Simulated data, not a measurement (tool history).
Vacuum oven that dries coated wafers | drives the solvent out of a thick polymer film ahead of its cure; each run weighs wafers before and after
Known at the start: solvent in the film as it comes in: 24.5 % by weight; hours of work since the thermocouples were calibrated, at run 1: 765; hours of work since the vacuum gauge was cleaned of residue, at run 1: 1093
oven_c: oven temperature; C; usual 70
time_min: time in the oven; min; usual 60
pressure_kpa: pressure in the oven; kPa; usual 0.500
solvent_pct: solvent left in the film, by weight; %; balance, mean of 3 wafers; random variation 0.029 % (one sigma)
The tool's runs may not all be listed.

run    hour  oven_c  time_min  pressure_kpa  hours of work since the thermocouples were calibrated  hours of work since the vacuum gauge was cleaned of residue  solvent_pct
  1     0.0      70        60         0.500                                                    765                                                         1093         3.56
  2    65.3      84        60         0.500                                                    805                                                         1133         0.75
  3   128.8      65        60         0.500                                                    843                                                         1172         5.27
  4   196.3      65        60         0.500                                                    885                                                         1213         5.25
  5   260.5      65        60         0.500                                                    924                                                         1252         5.26
  6   322.8      70        55         0.500                                                    962                                                         1290         4.08
  7   351.3      70        55         0.500                                                    979                                                         1308         4.07
  8   405.7      70        55         0.500                                                   1013                                                         1341         4.11
  9   475.0      70        55         0.500                                                   1055                                                         1383         4.02
 10   508.3      70        60         0.336                                                   1075                                                         1403         3.41
 11   577.5      70        60         0.336                                                   1118                                                         1446         3.46
      604.9  -- oven's thermocouples calibrated
 12   644.4      70        60         0.336                                                     24                                                         1485         3.77
 13   697.4      70        60         0.336                                                     57                                                         1518         3.76
 14   742.0      70        60         0.336                                                     84                                                         1545         3.70
 15   807.8      80        67         0.582                                                    124                                                         1585         1.13
 16   849.4      81        90         0.500                                                    149                                                         1611         0.54
 17   909.7      70        86         0.691                                                    186                                                         1647         2.15
 18   949.7      70        86         0.691                                                    211                                                         1672         2.15
 19  1007.9      70        86         0.691                                                    246                                                         1707         2.19
 20  1043.1      74        60         0.395                                                    268                                                         1729         2.58
 21  1074.3      74        74         0.813                                                    287                                                         1748         1.89
 22  1112.8      74        74         0.813                                                    310                                                         1772         1.91
 23  1159.9      65        65         1.010                                                    339                                                         1800         5.28
 24  1212.6      65        65         1.010                                                    371                                                         1833         5.33
 25  1252.3      65        65         1.010                                                    396                                                         1857         5.30
 26  1321.6      68        60         0.500                                                    438                                                         1899         4.47

Some steps in solvent_pct between neighbouring runs. How much of each would the tool show without its hidden state too (settings, what came in, random variation), and how much is left for the hidden state, with any gauge scatter that isn't in both results?
The hidden state here: true wafer temperature over the reading, C; true pressure over the reading, kPa; drift of the gauge itself on solvent_pct, %.
Run 2 -> 3: oven_c 84 -> 65. solvent_pct +4.52 %: hidden state -0.09, all else +4.61.
Run 11 -> 12: oven's thermocouples calibrated. solvent_pct +0.31 %: hidden state +0.30, all else +0.01.
Run 22 -> 23: oven_c 74 -> 65, time_min 74 -> 65, pressure_kpa 0.813 -> 1.010. solvent_pct +3.37 %: hidden state +0.06, all else +3.31.

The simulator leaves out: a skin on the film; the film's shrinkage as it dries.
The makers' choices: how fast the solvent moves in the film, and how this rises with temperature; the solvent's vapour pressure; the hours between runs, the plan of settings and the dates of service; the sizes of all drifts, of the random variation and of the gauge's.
